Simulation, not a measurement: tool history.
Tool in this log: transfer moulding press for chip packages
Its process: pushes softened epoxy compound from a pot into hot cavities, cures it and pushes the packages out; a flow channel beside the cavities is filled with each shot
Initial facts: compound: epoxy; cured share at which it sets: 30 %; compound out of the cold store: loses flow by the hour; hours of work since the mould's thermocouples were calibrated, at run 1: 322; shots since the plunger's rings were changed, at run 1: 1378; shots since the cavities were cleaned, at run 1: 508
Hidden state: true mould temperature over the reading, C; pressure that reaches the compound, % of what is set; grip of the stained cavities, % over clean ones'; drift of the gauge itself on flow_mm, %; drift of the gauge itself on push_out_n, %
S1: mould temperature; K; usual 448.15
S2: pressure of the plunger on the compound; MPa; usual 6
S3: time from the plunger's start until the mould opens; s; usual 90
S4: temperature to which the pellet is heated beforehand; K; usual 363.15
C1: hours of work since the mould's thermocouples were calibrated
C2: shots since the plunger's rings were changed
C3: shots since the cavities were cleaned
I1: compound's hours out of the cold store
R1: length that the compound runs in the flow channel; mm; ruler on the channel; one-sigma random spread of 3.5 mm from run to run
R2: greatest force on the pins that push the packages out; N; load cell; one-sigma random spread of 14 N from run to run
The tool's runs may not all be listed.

run	hour	S1	S2	S3	S4	C1	C2	C3	I1	R1	R2
1	0	448.15	6	90	363.15	322	1378	508	13.2	647	1171
2	23.5	448.15	6	124	363.15	335	1635	765	10.7	651	864
3	42	448.15	6	124	363.15	345	1836	966	21.2	625	847
# hour 61.6: cavities cleaned with cleaning compound and waxed
4	66.9	448.15	6	124	363.15	358	2092	58	30.1	612	461
5	87.2	448.15	6	90	363.15	370	2314	280	43	593	941
6	121.7	448.15	6	90	359.15	389	2690	656	35	605	1226
7	158.5	448.15	6	90	359.15	409	3091	1057	37.6	593	1401
# hour 170.7: cavities cleaned with cleaning compound and waxed
8	180.9	448.15	6	90	363.15	421	3319	111	28.3	608	811
9	215.9	448.15	6	90	363.15	441	3701	493	43	587	1089
10	245.1	448.15	6	90	363.15	457	4020	812	41.4	583	1261
11	267.4	440.15	4.84	78	363.15	469	4263	1055	19.8	564	3137
# hour 280.8: cavities cleaned with cleaning compound and waxed
12	303.8	443.15	7.16	104	358.15	489	4644	251	45.4	634	940

Estimate the outcome of run 13 from the log above:
13	326.3	443.15	7.16	104	358.15	501	4890	497	16.9	?	?

{"run 13": {"R1": 683, "R2": 1163}}
With the hidden condition absent and the run-to-run variation left alone, this run would have shown R1 712 mm, R2 687 N.
